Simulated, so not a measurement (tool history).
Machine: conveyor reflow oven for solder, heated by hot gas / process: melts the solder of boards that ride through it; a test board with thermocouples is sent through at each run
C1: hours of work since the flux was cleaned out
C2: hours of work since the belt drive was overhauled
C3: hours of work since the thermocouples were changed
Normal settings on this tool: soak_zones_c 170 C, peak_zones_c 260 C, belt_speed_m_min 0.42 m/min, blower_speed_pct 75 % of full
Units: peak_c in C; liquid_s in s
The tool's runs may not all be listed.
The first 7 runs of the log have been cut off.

run 8 hour=427.5 | soak_zones_c=170 peak_zones_c=260 belt_speed_m_min=0.42 blower_speed_pct=75 | C1=67 C2=190 C3=550 | peak_c=244.8 liquid_s=58.1
run 9 hour=513.9 | soak_zones_c=170 peak_zones_c=260 belt_speed_m_min=0.42 blower_speed_pct=75 | C1=134 C2=256 C3=617 | peak_c=244.3 liquid_s=57.7
-- hour=572 belt drive overhauled, speed set with a stopwatch, once more
run 10 hour=592 | soak_zones_c=170 peak_zones_c=260 belt_speed_m_min=0.42 blower_speed_pct=56 | C1=191 C2=15 C3=674 | peak_c=239.2 liquid_s=47.2
run 11 hour=641.7 | soak_zones_c=170 peak_zones_c=260 belt_speed_m_min=0.42 blower_speed_pct=90 | C1=229 C2=54 C3=712 | peak_c=245 liquid_s=57
run 12 hour=686.6 | soak_zones_c=170 peak_zones_c=260 belt_speed_m_min=0.376 blower_speed_pct=75 | C1=264 C2=88 C3=747 | peak_c=245.4 liquid_s=64.8
run 13 hour=726 | soak_zones_c=170 peak_zones_c=260 belt_speed_m_min=0.42 blower_speed_pct=75 | C1=294 C2=119 C3=777 | peak_c=242.1 liquid_s=52.6
run 14 hour=777.9 | soak_zones_c=170 peak_zones_c=251 belt_speed_m_min=0.42 blower_speed_pct=75 | C1=334 C2=159 C3=817 | peak_c=234 liquid_s=42.3
-- hour=843.5 flux residue cleaned out of gas plates and filters
run 15 hour=865.5 | soak_zones_c=170 peak_zones_c=251 belt_speed_m_min=0.42 blower_speed_pct=75 | C1=17 C2=222 C3=881 | peak_c=236.8 liquid_s=48.1
run 16 hour=907.4 | soak_zones_c=170 peak_zones_c=272 belt_speed_m_min=0.38 blower_speed_pct=72 | C1=49 C2=255 C3=913 | peak_c=257.1 liquid_s=74.4
run 17 hour=956 | soak_zones_c=168 peak_zones_c=253 belt_speed_m_min=0.38 blower_speed_pct=72 | C1=87 C2=292 C3=951 | peak_c=239.4 liquid_s=57.4
run 18 hour=1040.6 | soak_zones_c=177 peak_zones_c=249 belt_speed_m_min=0.461 blower_speed_pct=70 | C1=152 C2=357 C3=1016 | peak_c=232.1 liquid_s=37.4
run 19 hour=1089.1 | soak_zones_c=177 peak_zones_c=249 belt_speed_m_min=0.461 blower_speed_pct=70 | C1=189 C2=395 C3=1053 | peak_c=231.1 liquid_s=36.8
run 20 hour=1165.4 | soak_zones_c=170 peak_zones_c=250 belt_speed_m_min=0.42 blower_speed_pct=75 | C1=248 C2=454 C3=1112 | peak_c=233.4 liquid_s=42.8
-- hour=1247.4 thermocouples of zones 6 and 7 changed
run 21 hour=1254.2 | soak_zones_c=162 peak_zones_c=260 belt_speed_m_min=0.431 blower_speed_pct=89 | C1=315 C2=520 C3=5 | peak_c=242.5 liquid_s=50.5
run 22 hour=1318.5 | soak_zones_c=157 peak_zones_c=273 belt_speed_m_min=0.377 blower_speed_pct=83 | C1=365 C2=570 C3=55 | peak_c=256.5 liquid_s=69.4
-- hour=1342.8 flux residue cleaned out of gas plates and filters
run 23 hour=1378.5 | soak_zones_c=170 peak_zones_c=252 belt_speed_m_min=0.497 blower_speed_pct=66 | C1=27 C2=612 C3=97 | peak_c=231.9 liquid_s=31.8
run 24 hour=1414.8 | soak_zones_c=170 peak_zones_c=252 belt_speed_m_min=0.497 blower_speed_pct=66 | C1=55 C2=640 C3=125 | peak_c=231.6 liquid_s=31.1
run 25 hour=1476.3 | soak_zones_c=176 peak_zones_c=251 belt_speed_m_min=0.355 blower_speed_pct=84 | C1=103 C2=688 C3=173 | peak_c=242.9 liquid_s=72.6

For run 26, what comes out?
run 26 hour=1539.1 | soak_zones_c=172 peak_zones_c=266 belt_speed_m_min=0.42 blower_speed_pct=75 | C1=151 C2=736 C3=221 | peak_c=? liquid_s=?

peak_c: 250.4 C
liquid_s: 62.4 s
Were there no unlogged condition in the tool, this run, its random variation unchanged, would have produced peak_c 251.8 C, liquid_s 63 s.
